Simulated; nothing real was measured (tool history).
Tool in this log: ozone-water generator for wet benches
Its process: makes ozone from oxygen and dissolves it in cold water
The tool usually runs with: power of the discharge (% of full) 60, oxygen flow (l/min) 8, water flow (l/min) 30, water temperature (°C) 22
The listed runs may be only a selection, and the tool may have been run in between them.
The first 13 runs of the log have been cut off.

run,hour,power of the discharge (% of full),oxygen flow (l/min),water flow (l/min),water temperature (°C),dissolved ozone (ppm),ozone in the gas ahead of the water (g/m3)
14,1374.7,60,8,28,22,18.3,197.5
15,1442.5,60,8,28,22,18.5,196.9
16,1574.1,60,8,19,22,24.8,197.8
17,1683.4,60,8,19,22,24.7,197.6
18,1811.3,60,8,19,22,24.7,197.3
19,1923.9,60,8,19,22,24.2,195.6
20,2024.1,61,8,19,24,24.2,198.4
21,2130.3,61,8,19,24,24,199
22,2263,61,8,19,24,24.1,198
# hour 2274.1: contactor cleaned
23,2396.1,61,8,19,24,23.2,195.8
24,2470.3,60,8,25,22,19.2,192.6
25,2531.5,60,9.15,35,18,15.1,186.4
26,2645.5,63,8,37,19,14.3,201.6
27,2730.8,63,8,37,19,14.4,200.9
28,2823.4,63,8,37,19,14.3,203.5
# hour 2891.4: contactor cleaned, once more
29,2955.9,62,5.83,22,17,24.1,226.2
30,3030.8,75,5.86,28,17,22.6,263.5
31,3139.1,75,5.86,30,17,20.9,260.6

Run 32, settings as shown, results not yet in. Your forecast:
32,3212.6,75,5.86,30,17,?,?

{"run 32": {"dissolved ozone (ppm)": 20.9, "ozone in the gas ahead of the water (g/m3)": 260.2}}
With no hidden state in the tool, this same run would have given dissolved ozone (ppm) 22.8, ozone in the gas ahead of the water (g/m3) 282.4.
